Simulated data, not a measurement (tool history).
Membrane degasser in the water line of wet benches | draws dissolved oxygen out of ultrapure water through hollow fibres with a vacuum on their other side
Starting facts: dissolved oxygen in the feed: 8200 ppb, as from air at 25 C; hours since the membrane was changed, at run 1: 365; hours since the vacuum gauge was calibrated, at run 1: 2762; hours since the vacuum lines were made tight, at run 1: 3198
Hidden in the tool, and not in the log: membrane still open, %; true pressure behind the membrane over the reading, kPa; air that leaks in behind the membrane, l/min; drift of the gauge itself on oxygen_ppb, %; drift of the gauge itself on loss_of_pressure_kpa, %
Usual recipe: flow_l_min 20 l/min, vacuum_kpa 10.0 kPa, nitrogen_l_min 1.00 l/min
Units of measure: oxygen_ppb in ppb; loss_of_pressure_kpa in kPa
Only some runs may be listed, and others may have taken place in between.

run,hour,flow_l_min,vacuum_kpa,nitrogen_l_min,hours since the membrane was changed,hours since the vacuum gauge was calibrated,hours since the vacuum lines were made tight,oxygen_ppb,loss_of_pressure_kpa
1,0.0,20,10.0,1.00,365,2762,3198,412.7,28.52
2,48.2,20,10.0,1.00,414,2810,3246,412.3,28.63
3,116.0,20,10.0,1.00,481,2878,3314,421.8,28.49
4,180.6,29,10.0,1.00,546,2943,3379,614.2,41.44
5,238.8,29,10.0,1.00,604,3001,3437,615.8,41.19
6,318.2,29,14.1,1.00,684,3080,3516,833.2,41.44
7,380.1,20,6.6,1.76,746,3142,3578,212.7,28.66
8,438.5,20,6.6,1.76,804,3201,3636,217.1,28.42
9,500.2,20,6.6,1.76,866,3262,3698,215.7,28.72
10,581.7,20,6.6,1.76,947,3344,3780,213.8,28.40

Each row is a separate what-if for the run after 10, all from the same tool condition, not one after another. Results?
A,658.3,19,10.0,2.11,1024,3420,3856,?,?
B,658.3,20,11.8,0.81,1024,3420,3856,?,?
C,658.3,20,9.4,0.73,1024,3420,3856,?,?
D,658.3,30,6.6,0.52,1024,3420,3856,?,?

run,oxygen_ppb,loss_of_pressure_kpa
A,255.1,27.10
B,566.4,28.32
C,472.2,28.32
D,593.7,43.15
What these runs would have given with no unlogged condition in the tool:
run,oxygen_ppb,loss_of_pressure_kpa
A,246.0,26.90
B,549.7,28.11
C,454.8,28.11
D,564.5,42.83
